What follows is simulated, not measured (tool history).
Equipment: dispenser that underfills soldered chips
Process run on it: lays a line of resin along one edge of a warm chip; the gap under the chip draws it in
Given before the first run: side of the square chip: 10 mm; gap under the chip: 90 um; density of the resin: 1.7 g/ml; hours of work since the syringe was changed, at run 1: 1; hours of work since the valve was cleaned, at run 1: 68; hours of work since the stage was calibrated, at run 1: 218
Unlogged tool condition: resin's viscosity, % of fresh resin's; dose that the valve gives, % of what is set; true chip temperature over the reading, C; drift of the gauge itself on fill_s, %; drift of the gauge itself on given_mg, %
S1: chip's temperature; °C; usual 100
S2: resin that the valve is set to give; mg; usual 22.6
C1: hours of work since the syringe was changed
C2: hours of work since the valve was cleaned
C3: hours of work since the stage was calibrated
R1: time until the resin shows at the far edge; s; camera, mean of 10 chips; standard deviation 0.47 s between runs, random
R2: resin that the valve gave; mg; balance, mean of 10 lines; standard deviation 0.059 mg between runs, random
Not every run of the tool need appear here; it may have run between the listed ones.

| run | hour | S1 | S2 | C1 | C2 | C3 | R1 | R2 |
|---|---|---|---|---|---|---|---|---|
| 1 | 0.0 | 100 | 22.6 | 1 | 68 | 218 | 39.5 | 21.47 |
| 2 | 5.4 | 91 | 22.6 | 5 | 72 | 221 | 67.8 | 21.40 |
|  | 9.3 | new syringe of resin |
| 3 | 15.4 | 91 | 28.9 | 4 | 78 | 228 | 63.6 | 27.41 |
|  | 20.5 | new syringe of resin |
| 4 | 25.0 | 91 | 28.9 | 3 | 85 | 235 | 61.0 | 27.17 |
| 5 | 29.5 | 100 | 22.7 | 6 | 88 | 238 | 47.1 | 21.27 |
|  | 31.7 | new syringe of resin |
|  | 33.1 | dispensing valve cleaned and set on the balance |
| 6 | 40.8 | 100 | 22.7 | 6 | 5 | 245 | 47.4 | 22.59 |
|  | 44.0 | new syringe of resin |
| 7 | 51.0 | 100 | 27.5 | 5 | 12 | 252 | 44.6 | 27.28 |
|  | 55.6 | new syringe of resin |
| 8 | 58.5 | 100 | 27.5 | 2 | 17 | 257 | 39.3 | 27.08 |
| 9 | 64.2 | 100 | 27.5 | 6 | 21 | 261 | 44.4 | 27.22 |
|  | 66.8 | new syringe of resin |
| 10 | 69.7 | 86 | 22.6 | 2 | 25 | 264 | 74.5 | 22.44 |
|  | 77.9 | new syringe of resin |
| 11 | 79.0 | 86 | 22.6 | 1 | 31 | 271 | 71.9 | 22.17 |
| 12 | 84.5 | 100 | 22.6 | 5 | 35 | 274 | 45.6 | 22.09 |
|  | 89.2 | new syringe of resin |
| 13 | 89.7 | 107 | 22.6 | 0 | 38 | 278 | 27.4 | 22.09 |
| 14 | 98.8 | 107 | 22.6 | 7 | 45 | 284 | 35.9 | 21.93 |
|  | 100.6 | new syringe of resin |
| 15 | 105.6 | 100 | 24.1 | 3 | 49 | 289 | 44.4 | 23.41 |
| 16 | 110.1 | 100 | 24.1 | 7 | 52 | 292 | 48.7 | 23.27 |
|  | 111.9 | new syringe of resin |
| 17 | 117.8 | 100 | 24.1 | 4 | 57 | 297 | 44.7 | 23.18 |
| 18 | 122.0 | 115 | 28.3 | 7 | 60 | 300 | 27.1 | 27.14 |
|  | 123.1 | new syringe of resin |
| 19 | 128.6 | 100 | 23.7 | 4 | 65 | 304 | 44.7 | 22.72 |
|  | 134.2 | new syringe of resin |
| 20 | 138.0 | 113 | 28.1 | 3 | 71 | 310 | 23.9 | 26.85 |
| 21 | 142.3 | 110 | 26.0 | 6 | 74 | 313 | 30.9 | 24.75 |
|  | 145.5 | new syringe of resin |
| 22 | 148.7 | 110 | 26.0 | 2 | 78 | 318 | 26.8 | 24.65 |
|  | 157.0 | new syringe of resin |
| 23 | 157.9 | 106 | 29.0 | 1 | 84 | 324 | 28.8 | 27.46 |
|  | 166.4 | dispensing valve cleaned and set on the balance |
| 24 | 166.6 | 103 | 20.0 | 6 | 0 | 329 | 43.8 | 20.01 |
|  | 169.6 | new syringe of resin |
| 25 | 172.5 | 113 | 23.5 | 2 | 4 | 333 | 23.9 | 23.40 |
| 26 | 177.0 | 114 | 23.5 | 5 | 7 | 336 | 25.8 | 23.40 |
|  | 180.9 | new syringe of resin |
| 27 | 185.5 | 114 | 23.5 | 3 | 13 | 342 | 24.3 | 23.28 |
|  | 191.8 | new syringe of resin |
| 28 | 194.0 | 89 | 21.0 | 1 | 19 | 348 | 66.5 | 20.75 |
| 29 | 201.1 | 105 | 19.5 | 6 | 24 | 353 | 40.8 | 19.10 |
|  | 203.0 | new syringe of resin |
| 30 | 205.9 | 105 | 19.5 | 2 | 27 | 356 | 34.4 | 19.06 |
|  | 214.1 | new syringe of resin |
| 31 | 215.5 | 103 | 26.0 | 1 | 33 | 362 | 34.8 | 25.38 |
| 32 | 221.9 | 103 | 26.0 | 5 | 38 | 367 | 41.1 | 25.29 |
|  | 225.0 | new syringe of resin |
| 33 | 228.8 | 103 | 22.0 | 3 | 42 | 371 | 37.9 | 21.26 |
|  | 236.2 | new syringe of resin |
| 34 | 236.2 | 95 | 20.3 | 0 | 47 | 376 | 49.0 | 19.69 |

Forecast each of these 4 alternatives for the next run:
| A | 240.5 | 95 | 19.5 | 3 | 50 | 379 | ? | ? |
| B | 240.5 | 98 | 22.1 | 3 | 50 | 379 | ? | ? |
| C | 240.5 | 94 | 26.0 | 3 | 50 | 379 | ? | ? |
| D | 240.5 | 98 | 23.1 | 3 | 50 | 379 | ? | ? |

| run | R1 | R2 |
|---|---|---|
| A | 56.2 | 18.90 |
| B | 47.0 | 21.32 |
| C | 54.3 | 25.07 |
| D | 45.6 | 22.29 |
With no hidden state in the tool, these same runs would have given:
| run | R1 | R2 |
|---|---|---|
| A | 47.2 | 19.56 |
| B | 39.7 | 22.06 |
| C | 46.1 | 25.94 |
| D | 38.5 | 23.07 |
